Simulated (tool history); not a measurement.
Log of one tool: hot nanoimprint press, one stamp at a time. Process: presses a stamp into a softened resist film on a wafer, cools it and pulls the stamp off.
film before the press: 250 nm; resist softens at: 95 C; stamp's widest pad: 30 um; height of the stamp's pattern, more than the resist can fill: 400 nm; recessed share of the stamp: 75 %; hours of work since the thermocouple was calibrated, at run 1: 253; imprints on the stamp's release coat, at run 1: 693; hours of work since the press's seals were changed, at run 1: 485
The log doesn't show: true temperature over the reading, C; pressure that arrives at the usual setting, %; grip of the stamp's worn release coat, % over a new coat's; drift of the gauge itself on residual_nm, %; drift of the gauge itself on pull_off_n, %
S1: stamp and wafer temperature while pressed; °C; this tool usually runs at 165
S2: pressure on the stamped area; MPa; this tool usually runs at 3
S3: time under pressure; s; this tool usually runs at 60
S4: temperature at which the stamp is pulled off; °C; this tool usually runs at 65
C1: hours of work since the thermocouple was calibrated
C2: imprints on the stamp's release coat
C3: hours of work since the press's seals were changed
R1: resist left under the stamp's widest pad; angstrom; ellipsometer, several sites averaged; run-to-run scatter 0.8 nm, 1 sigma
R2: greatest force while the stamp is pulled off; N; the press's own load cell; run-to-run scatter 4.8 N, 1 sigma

run   hour   S1    S2  S3  S4   C1    C2   C3    R1   R2
  1      0  165     3  60  65  253   693  485  1050  239
  2   13.8  165     3  60  65  262   728  494  1036  237
  3   36.1  165     3  60  65  277   784  509  1064  235
  4     49  165     3  60  65  286   817  518  1054  242
  5   58.6  165  3.78  60  65  292   841  525   939  242
  6     69  165  3.78  60  65  299   867  532   947  245
  7     82  165  3.78  60  65  308   900  540   938  238
  8     97  165  3.78  60  65  318   937  550   938  239
  9  115.8  165  3.78  60  65  331   985  563   939  245
 10  136.1  165  3.78  60  65  344  1036  577   941  235
 11  148.2  165  3.25  60  65  352  1066  585  1003  247
 12  169.5  165  3.25  60  65  367  1120  599  1005  237
 13  182.3  165  3.25  60  65  375  1152  608  1021  239
 14    202  165     3  60  65  389  1202  621  1036  240
 15  223.1  165     3  60  65  403  1255  635  1057  248
 16  240.9  165   3.5  60  67  415  1299  647   965  235
 17  254.3  165   3.5  60  67  424  1333  656   981  238
     263.6  -- stamp cleaned and given a new release coat
 18  272.8  165   3.5  33  67  432    23  665  1213  237
 19    295  165   3.5  33  71  447    79  679  1232  219
     318.9  -- plate thermocouple calibrated
 20  318.9  157   3.5  33  51    0   131  693  1759  251
 21  329.3  154     3  39  56    7   157  700  1935  253
 22    340  154     3  39  56   14   184  708  1943  264
 23  357.4  154     3  39  56   26   228  719  1934  247
 24  376.6  168     3  72  57   39   276  732   827  246
 25  388.1  166  3.19  46  57   47   305  740  1072  252
 26  398.4  165     3  63  73   53   331  747  1045  222
 27  420.3  165     3  63  73   68   386  762  1031  224
 28  432.1  176     3  48  73   76   416  770   658  222
 29  454.5  165   3.1  60  70   91   472  785  1027  224

Branching from run 29: 5 alternative next runs. What would each branch give?
  A  473.7  172  2.51  60  65  104  521  798   ?   ?
  B  473.7  165   3.1  60  64  104  521  798   ?   ?
  C  473.7  171  3.51  60  56  104  521  798   ?   ?
  D  473.7  177     3  60  66  104  521  798   ?   ?
  E  473.7  171   3.1  40  69  104  521  798   ?   ?

run    R1   R2
  A   816  231
  B  1035  232
  C   709  256
  D   560  235
  E   891  237
What these runs would have given with no unlogged condition in the tool:
run    R1   R2
  A   815  231
  B  1034  231
  C   708  255
  D   559  235
  E   890  237
